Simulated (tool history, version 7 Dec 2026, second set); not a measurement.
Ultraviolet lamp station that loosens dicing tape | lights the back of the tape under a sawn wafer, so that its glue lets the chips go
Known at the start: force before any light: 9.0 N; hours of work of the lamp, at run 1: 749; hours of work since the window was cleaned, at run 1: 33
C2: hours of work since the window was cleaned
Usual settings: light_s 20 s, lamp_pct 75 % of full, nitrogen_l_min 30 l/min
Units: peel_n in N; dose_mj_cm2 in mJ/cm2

Run 1, hour 0.0: usual settings; hours of work of the lamp 749; C2 33. Result: peel_n 1.245 N, dose_mj_cm2 390 mJ/cm2.
Run 2, hour 30.7: usual settings but light_s 25 s; hours of work of the lamp 771; C2 55. Result: peel_n 0.831 N, dose_mj_cm2 484 mJ/cm2.
Run 3, hour 62.6: usual settings but light_s 25 s; hours of work of the lamp 793; C2 77. Result: peel_n 0.816 N, dose_mj_cm2 487 mJ/cm2.
Run 4, hour 81.8: usual settings; hours of work of the lamp 806; C2 90. Result: peel_n 1.251 N, dose_mj_cm2 389 mJ/cm2.
Run 5, hour 114.6: usual settings; hours of work of the lamp 829; C2 113. Result: peel_n 1.237 N, dose_mj_cm2 382 mJ/cm2.
Run 6, hour 147.6: usual settings; hours of work of the lamp 852; C2 136. Result: peel_n 1.275 N, dose_mj_cm2 387 mJ/cm2.
Run 7, hour 163.5: usual settings but light_s 23 s, lamp_pct 76 % of full, nitrogen_l_min 12 l/min; hours of work of the lamp 863; C2 147. Result: peel_n 1.696 N, dose_mj_cm2 451 mJ/cm2.
Run 8, hour 190.2: usual settings but light_s 35 s, lamp_pct 97 % of full, nitrogen_l_min 50 l/min; hours of work of the lamp 882; C2 166. Result: peel_n 0.254 N, dose_mj_cm2 878 mJ/cm2.
Run 9, hour 210.1: usual settings but light_s 36 s, lamp_pct 70 % of full; hours of work of the lamp 896; C2 180. Result: peel_n 0.452 N, dose_mj_cm2 654 mJ/cm2.
Run 10, hour 230.8: usual settings but light_s 36 s, lamp_pct 70 % of full; hours of work of the lamp 910; C2 194. Result: peel_n 0.466 N, dose_mj_cm2 652 mJ/cm2.
Run 11, hour 251.8: usual settings but light_s 12 s, lamp_pct 76 % of full, nitrogen_l_min 35 l/min; hours of work of the lamp 925; C2 209. Result: peel_n 2.438 N, dose_mj_cm2 234 mJ/cm2.
Run 12, hour 275.2: usual settings but light_s 12 s, lamp_pct 76 % of full, nitrogen_l_min 35 l/min; hours of work of the lamp 941; C2 225. Result: peel_n 2.442 N, dose_mj_cm2 238 mJ/cm2.

4 ways to go on from here, each from the tool as it stands after run 12. What would each give?
Run A, hour 294.0: usual settings but light_s 15 s, lamp_pct 79 % of full, nitrogen_l_min 11 l/min; hours of work of the lamp 954; C2 238. Result: peel_n ?, dose_mj_cm2 ?.
Run B, hour 294.0: usual settings but light_s 24 s, lamp_pct 76 % of full, nitrogen_l_min 35 l/min; hours of work of the lamp 954; C2 238. Result: peel_n ?, dose_mj_cm2 ?.
Run C, hour 294.0: usual settings but light_s 39 s, lamp_pct 88 % of full, nitrogen_l_min 11 l/min; hours of work of the lamp 954; C2 238. Result: peel_n ?, dose_mj_cm2 ?.
Run D, hour 294.0: usual settings but light_s 37 s, lamp_pct 89 % of full, nitrogen_l_min 11 l/min; hours of work of the lamp 954; C2 238. Result: peel_n ?, dose_mj_cm2 ?.

run  peel_n  dose_mj_cm2
  A   2.911          304
  B   0.781          468
  C   0.502          887
  D   0.541          853
Without the tool's hidden state the same runs would have given:
run  peel_n  dose_mj_cm2
  A   2.900          306
  B   0.776          469
  C   0.499          890
  D   0.537          856

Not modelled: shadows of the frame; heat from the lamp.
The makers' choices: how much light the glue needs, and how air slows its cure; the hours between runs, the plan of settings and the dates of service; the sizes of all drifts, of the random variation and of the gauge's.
